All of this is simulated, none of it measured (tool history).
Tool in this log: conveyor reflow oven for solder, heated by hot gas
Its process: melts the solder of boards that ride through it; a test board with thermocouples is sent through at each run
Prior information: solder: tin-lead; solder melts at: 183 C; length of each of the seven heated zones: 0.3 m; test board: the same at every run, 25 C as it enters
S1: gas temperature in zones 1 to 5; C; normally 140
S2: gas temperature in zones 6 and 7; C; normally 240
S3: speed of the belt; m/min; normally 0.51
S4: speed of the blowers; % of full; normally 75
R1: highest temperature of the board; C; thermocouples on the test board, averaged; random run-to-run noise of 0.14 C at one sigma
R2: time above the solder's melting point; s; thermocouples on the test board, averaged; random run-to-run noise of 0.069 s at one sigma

run,day,S1,S2,S3,S4,R1,R2
1,0,140,240,0.51,75,227,60.04
2,0.542,140,240,0.51,75,227,60
3,0.908,140,240,0.51,75,227,60
4,1.4,140,240,0.51,75,227,59.99
5,1.846,140,240,0.51,75,226.9,59.98
6,2.158,140,240,0.51,75,227.3,60.12
7,2.5,140,240,0.51,75,227.1,60.06
8,2.979,140,240,0.51,75,227.3,60.05
9,3.317,140,240,0.51,75,227.1,59.93
10,3.8,140,240,0.51,75,227.1,60.03
11,4.262,140,240,0.51,75,227.1,60.02
12,4.6,140,243,0.51,75,229.9,61.39
13,5.058,140,240,0.574,75,223.2,51.15
14,5.646,140,240,0.51,81,228.3,60.84
15,6.204,140,240,0.51,81,228.2,60.68
16,6.504,140,240,0.51,81,227.9,60.72
17,6.808,140,246,0.51,75,232.3,62.62
18,7.112,149,231,0.5,56,216.1,57.36
19,7.454,145,240,0.422,67,230.9,76.97
20,7.85,145,240,0.422,67,230.7,77.14
21,8.3,145,240,0.422,67,230.5,76.95
22,8.621,140,245,0.51,75,231.5,62.16
23,9.054,140,250,0.485,75,237.5,68.22
24,9.358,140,250,0.485,75,237.4,68.35
25,9.608,144,236,0.491,84,226.5,63.8
26,9.925,132,240,0.59,75,221,46.2
27,10.429,149,240,0.59,75,223.8,52.85
28,10.679,140,240,0.51,86,229.3,61.3
29,10.933,130,245,0.54,79,229,54.97
# day 11.612: flux residue cleaned out of gas plates and filters
30,11.638,130,245,0.54,79,229.1,54.98

What if the next run were any one of these 4? Each begins from the tool's condition after run 30:
A,11.996,153,240,0.55,74,?,?
B,11.996,140,240,0.51,55,?,?
C,11.996,130,245,0.537,79,?,?
D,11.996,130,233,0.587,79,?,?

run,R1,R2
A,226.5,59.53
B,221.5,56.11
C,229.3,55.41
D,215.6,42.97
Without the tool's unlogged condition, the same runs would have read:
run,R1,R2
A,226.5,59.53
B,221.5,56.11
C,229.3,55.41
D,215.7,42.98
